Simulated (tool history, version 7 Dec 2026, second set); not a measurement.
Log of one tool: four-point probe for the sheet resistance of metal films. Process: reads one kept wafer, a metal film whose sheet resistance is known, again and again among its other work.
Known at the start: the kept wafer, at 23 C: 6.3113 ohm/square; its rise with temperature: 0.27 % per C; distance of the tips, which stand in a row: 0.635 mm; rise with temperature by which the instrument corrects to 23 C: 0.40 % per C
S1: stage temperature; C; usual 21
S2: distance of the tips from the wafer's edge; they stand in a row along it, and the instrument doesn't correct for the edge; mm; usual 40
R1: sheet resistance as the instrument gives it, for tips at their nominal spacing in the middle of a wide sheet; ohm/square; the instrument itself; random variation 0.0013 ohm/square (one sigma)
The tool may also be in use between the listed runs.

run 1 hour=0 | S1=21 S2=40 | R1=6.33115
run 2 hour=9.2 | S1=21 S2=40 | R1=6.32942
run 3 hour=24 | S1=21 S2=40 | R1=6.329386
run 4 hour=35.2 | S1=21 S2=40 | R1=6.327074
run 5 hour=47.7 | S1=21 S2=14 | R1=6.336123
run 6 hour=56 | S1=21 S2=3 | R1=6.480411
run 7 hour=63 | S1=21 S2=3 | R1=6.47494
run 8 hour=73.5 | S1=21 S2=54 | R1=6.329147
run 9 hour=81.9 | S1=19 S2=13 | R1=6.353071
run 10 hour=95.6 | S1=27 S2=5 | R1=6.334299
run 11 hour=109.6 | S1=28 S2=18 | R1=6.277
run 12 hour=124.3 | S1=21 S2=8 | R1=6.348507
run 13 hour=134.2 | S1=32 S2=45 | R1=6.245366
run 14 hour=141.1 | S1=19 S2=4 | R1=6.429502

5 ways to go on from here, each from the tool as it stands after run 14. What would each give?
run A hour=149.6 | S1=35 S2=4 | R1=?
run B hour=149.6 | S1=23 S2=59 | R1=?
run C hour=149.6 | S1=31 S2=5 | R1=?
run D hour=149.6 | S1=28 S2=23 | R1=?
run E hour=149.6 | S1=19 S2=4 | R1=?

run=A R1=6.305864
run=B R1=6.313866
run=C R1=6.305265
run=D R1=6.276066
run=E R1=6.428682
Without the tool's hidden state the same runs would have given:
run=A R1=6.304514
run=B R1=6.312513
run=C R1=6.303915
run=D R1=6.274721
run=E R1=6.427306
